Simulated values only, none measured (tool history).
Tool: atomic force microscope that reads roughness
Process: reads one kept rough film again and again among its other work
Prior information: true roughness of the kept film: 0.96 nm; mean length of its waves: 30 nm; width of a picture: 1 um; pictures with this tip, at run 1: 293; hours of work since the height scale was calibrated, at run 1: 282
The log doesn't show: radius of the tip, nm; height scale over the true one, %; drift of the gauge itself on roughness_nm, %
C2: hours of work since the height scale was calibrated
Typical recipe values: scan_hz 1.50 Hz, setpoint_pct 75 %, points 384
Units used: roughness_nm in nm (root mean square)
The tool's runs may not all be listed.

{"run": 1, "hour": 0.0, "scan_hz": 1.5, "setpoint_pct": 75, "points": 384, "pictures with this tip": 293, "C2": 282, "roughness_nm": 0.819}
{"run": 2, "hour": 17.3, "scan_hz": 1.5, "setpoint_pct": 75, "points": 384, "pictures with this tip": 318, "C2": 294, "roughness_nm": 0.825}
{"run": 3, "hour": 30.7, "scan_hz": 1.5, "setpoint_pct": 75, "points": 384, "pictures with this tip": 337, "C2": 303, "roughness_nm": 0.819}
{"run": 4, "hour": 42.8, "scan_hz": 1.5, "setpoint_pct": 75, "points": 384, "pictures with this tip": 354, "C2": 312, "roughness_nm": 0.821}
{"hour": 58.1, "done": "new tip fitted"}
{"run": 5, "hour": 58.4, "scan_hz": 1.5, "setpoint_pct": 75, "points": 384, "pictures with this tip": 0, "C2": 322, "roughness_nm": 0.826}
{"run": 6, "hour": 67.8, "scan_hz": 1.5, "setpoint_pct": 75, "points": 384, "pictures with this tip": 14, "C2": 329, "roughness_nm": 0.826}
{"run": 7, "hour": 78.6, "scan_hz": 1.5, "setpoint_pct": 75, "points": 384, "pictures with this tip": 29, "C2": 336, "roughness_nm": 0.826}
{"run": 8, "hour": 91.3, "scan_hz": 1.5, "setpoint_pct": 62, "points": 384, "pictures with this tip": 47, "C2": 345, "roughness_nm": 0.868}
{"run": 9, "hour": 107.9, "scan_hz": 1.5, "setpoint_pct": 62, "points": 384, "pictures with this tip": 71, "C2": 356, "roughness_nm": 0.869}
{"run": 10, "hour": 120.5, "scan_hz": 1.5, "setpoint_pct": 62, "points": 384, "pictures with this tip": 89, "C2": 365, "roughness_nm": 0.872}
{"run": 11, "hour": 136.9, "scan_hz": 1.5, "setpoint_pct": 75, "points": 384, "pictures with this tip": 113, "C2": 377, "roughness_nm": 0.819}
{"run": 12, "hour": 148.5, "scan_hz": 1.5, "setpoint_pct": 75, "points": 384, "pictures with this tip": 129, "C2": 385, "roughness_nm": 0.826}
{"run": 13, "hour": 160.6, "scan_hz": 1.5, "setpoint_pct": 59, "points": 384, "pictures with this tip": 147, "C2": 393, "roughness_nm": 0.876}
{"run": 14, "hour": 172.7, "scan_hz": 1.5, "setpoint_pct": 59, "points": 384, "pictures with this tip": 164, "C2": 401, "roughness_nm": 0.869}
{"run": 15, "hour": 187.6, "scan_hz": 1.5, "setpoint_pct": 59, "points": 384, "pictures with this tip": 185, "C2": 412, "roughness_nm": 0.867}
{"run": 16, "hour": 201.5, "scan_hz": 3.19, "setpoint_pct": 88, "points": 384, "pictures with this tip": 205, "C2": 421, "roughness_nm": 0.633}
{"run": 17, "hour": 215.9, "scan_hz": 1.5, "setpoint_pct": 68, "points": 384, "pictures with this tip": 226, "C2": 431, "roughness_nm": 0.853}
{"run": 18, "hour": 223.9, "scan_hz": 0.57, "setpoint_pct": 75, "points": 327, "pictures with this tip": 237, "C2": 437, "roughness_nm": 0.872}
{"run": 19, "hour": 240.2, "scan_hz": 0.57, "setpoint_pct": 75, "points": 327, "pictures with this tip": 261, "C2": 448, "roughness_nm": 0.872}
{"run": 20, "hour": 249.5, "scan_hz": 2.95, "setpoint_pct": 60, "points": 631, "pictures with this tip": 274, "C2": 455, "roughness_nm": 0.846}
{"run": 21, "hour": 260.2, "scan_hz": 2.64, "setpoint_pct": 76, "points": 492, "pictures with this tip": 289, "C2": 462, "roughness_nm": 0.761}
{"run": 22, "hour": 272.2, "scan_hz": 1.3, "setpoint_pct": 63, "points": 384, "pictures with this tip": 306, "C2": 470, "roughness_nm": 0.871}
{"run": 23, "hour": 286.4, "scan_hz": 1.3, "setpoint_pct": 63, "points": 501, "pictures with this tip": 327, "C2": 480, "roughness_nm": 0.874}
{"run": 24, "hour": 298.3, "scan_hz": 1.15, "setpoint_pct": 86, "points": 868, "pictures with this tip": 344, "C2": 488, "roughness_nm": 0.804}
{"run": 25, "hour": 309.2, "scan_hz": 0.52, "setpoint_pct": 86, "points": 868, "pictures with this tip": 359, "C2": 496, "roughness_nm": 0.86}
{"run": 26, "hour": 318.5, "scan_hz": 0.89, "setpoint_pct": 59, "points": 868, "pictures with this tip": 373, "C2": 502, "roughness_nm": 0.896}
{"hour": 321.1, "done": "new tip fitted"}
{"run": 27, "hour": 330.4, "scan_hz": 1.5, "setpoint_pct": 75, "points": 488, "pictures with this tip": 13, "C2": 510, "roughness_nm": 0.818}
{"run": 28, "hour": 340.4, "scan_hz": 1.5, "setpoint_pct": 75, "points": 488, "pictures with this tip": 27, "C2": 517, "roughness_nm": 0.827}

3 ways to go on from here, each from the tool as it stands after run 28. What would each give?
{"run": "A", "hour": 350.7, "scan_hz": 1.5, "setpoint_pct": 75, "points": 502, "pictures with this tip": 42, "C2": 524, "roughness_nm": "?"}
{"run": "B", "hour": 350.7, "scan_hz": 1.34, "setpoint_pct": 75, "points": 707, "pictures with this tip": 42, "C2": 524, "roughness_nm": "?"}
{"run": "C", "hour": 350.7, "scan_hz": 1.5, "setpoint_pct": 75, "points": 259, "pictures with this tip": 42, "C2": 524, "roughness_nm": "?"}

run=A roughness_nm=0.825
run=B roughness_nm=0.834
run=C roughness_nm=0.812
With no hidden state in the tool, these same runs would have given:
run=A roughness_nm=0.825
run=B roughness_nm=0.834
run=C roughness_nm=0.812
